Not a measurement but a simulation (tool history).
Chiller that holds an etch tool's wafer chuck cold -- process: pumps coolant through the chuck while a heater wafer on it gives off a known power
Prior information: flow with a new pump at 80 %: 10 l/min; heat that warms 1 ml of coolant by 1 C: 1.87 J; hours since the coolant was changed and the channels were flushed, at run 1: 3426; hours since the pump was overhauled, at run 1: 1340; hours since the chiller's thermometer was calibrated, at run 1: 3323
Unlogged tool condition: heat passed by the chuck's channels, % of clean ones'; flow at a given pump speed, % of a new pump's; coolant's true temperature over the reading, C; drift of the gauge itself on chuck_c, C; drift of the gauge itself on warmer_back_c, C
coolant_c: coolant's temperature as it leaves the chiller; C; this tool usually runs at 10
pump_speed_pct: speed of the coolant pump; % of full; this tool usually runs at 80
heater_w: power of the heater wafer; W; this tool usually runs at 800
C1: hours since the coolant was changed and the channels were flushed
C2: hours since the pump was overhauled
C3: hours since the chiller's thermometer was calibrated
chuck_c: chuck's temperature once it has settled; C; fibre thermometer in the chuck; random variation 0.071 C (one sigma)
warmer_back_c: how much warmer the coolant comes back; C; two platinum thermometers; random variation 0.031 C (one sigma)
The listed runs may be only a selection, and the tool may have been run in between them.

run 1 hour=0.0 | coolant_c=10 pump_speed_pct=80 heater_w=800 | C1=3426 C2=1340 C3=3323 | chuck_c=15.68 warmer_back_c=2.68
run 2 hour=44.6 | coolant_c=10 pump_speed_pct=80 heater_w=800 | C1=3470 C2=1385 C3=3367 | chuck_c=15.73 warmer_back_c=2.72
run 3 hour=70.2 | coolant_c=10 pump_speed_pct=80 heater_w=1077 | C1=3496 C2=1411 C3=3393 | chuck_c=18.07 warmer_back_c=3.60
run 4 hour=122.5 | coolant_c=10 pump_speed_pct=64 heater_w=800 | C1=3548 C2=1463 C3=3445 | chuck_c=16.78 warmer_back_c=3.31
run 5 hour=147.8 | coolant_c=10 pump_speed_pct=80 heater_w=800 | C1=3573 C2=1488 C3=3471 | chuck_c=15.59 warmer_back_c=2.71
run 6 hour=206.0 | coolant_c=10 pump_speed_pct=64 heater_w=800 | C1=3632 C2=1546 C3=3529 | chuck_c=16.61 warmer_back_c=3.38
run 7 hour=246.9 | coolant_c=10 pump_speed_pct=80 heater_w=800 | C1=3673 C2=1587 C3=3570 | chuck_c=15.70 warmer_back_c=2.70
run 8 hour=293.9 | coolant_c=10 pump_speed_pct=80 heater_w=800 | C1=3719 C2=1634 C3=3617 | chuck_c=15.71 warmer_back_c=2.69
run 9 hour=352.5 | coolant_c=10 pump_speed_pct=80 heater_w=800 | C1=3778 C2=1693 C3=3675 | chuck_c=15.66 warmer_back_c=2.66
-- hour=378.5 coolant changed, channels flushed
run 10 hour=406.5 | coolant_c=10 pump_speed_pct=80 heater_w=800 | C1=28 C2=1741 C3=3723 | chuck_c=15.16 warmer_back_c=2.68
run 11 hour=441.8 | coolant_c=10 pump_speed_pct=80 heater_w=800 | C1=63 C2=1776 C3=3758 | chuck_c=15.17 warmer_back_c=2.69
run 12 hour=500.9 | coolant_c=9 pump_speed_pct=66 heater_w=702 | C1=122 C2=1835 C3=3818 | chuck_c=13.99 warmer_back_c=2.92
run 13 hour=560.4 | coolant_c=10 pump_speed_pct=63 heater_w=800 | C1=182 C2=1895 C3=3877 | chuck_c=16.06 warmer_back_c=3.43
-- hour=564.8 chiller's thermometer calibrated
run 14 hour=607.0 | coolant_c=10 pump_speed_pct=63 heater_w=800 | C1=228 C2=1940 C3=42 | chuck_c=17.28 warmer_back_c=3.45
run 15 hour=650.9 | coolant_c=10 pump_speed_pct=63 heater_w=800 | C1=271 C2=1984 C3=86 | chuck_c=17.29 warmer_back_c=3.50
run 16 hour=709.9 | coolant_c=17 pump_speed_pct=80 heater_w=792 | C1=330 C2=2043 C3=145 | chuck_c=23.20 warmer_back_c=2.71
run 17 hour=772.3 | coolant_c=17 pump_speed_pct=80 heater_w=792 | C1=393 C2=2106 C3=208 | chuck_c=23.16 warmer_back_c=2.75
run 18 hour=814.1 | coolant_c=5 pump_speed_pct=65 heater_w=1038 | C1=435 C2=2148 C3=249 | chuck_c=14.27 warmer_back_c=4.37
run 19 hour=848.7 | coolant_c=4 pump_speed_pct=80 heater_w=643 | C1=469 C2=2182 C3=284 | chuck_c=8.96 warmer_back_c=2.20
run 20 hour=887.6 | coolant_c=10 pump_speed_pct=67 heater_w=800 | C1=508 C2=2221 C3=323 | chuck_c=17.21 warmer_back_c=3.30
run 21 hour=917.4 | coolant_c=5 pump_speed_pct=67 heater_w=944 | C1=538 C2=2251 C3=353 | chuck_c=13.21 warmer_back_c=3.87
run 22 hour=968.1 | coolant_c=14 pump_speed_pct=88 heater_w=975 | C1=589 C2=2302 C3=403 | chuck_c=21.24 warmer_back_c=3.02

For each entry between runs, how does the tool's hidden state at the last listed run before it compare with that at the first listed run after it?
In the gap between runs 9 and 10: coolant changed, channels flushed (hour 378.5)
  heat passed by the chuck's channels, % of clean ones': 87.9 -> 99.7; flow at a given pump speed, % of a new pump's: 95.3 -> 95.1; coolant's true temperature over the reading, C: -1.14 -> -1.16
  difference, measured minus the result without the unlogged condition, chuck_c: -0.33 -> -0.96 C; warmer_back_c: +0.13 -> +0.13 C
In the gap between runs 13 and 14: chiller's thermometer calibrated (hour 564.8)
  heat passed by the chuck's channels, % of clean ones': 99.3 -> 99.1; flow at a given pump speed, % of a new pump's: 94.7 -> 94.6; coolant's true temperature over the reading, C: -1.2 -> 0.02
  difference, measured minus the result without the unlogged condition, chuck_c: -0.92 -> +0.32 C; warmer_back_c: +0.18 -> +0.19 C
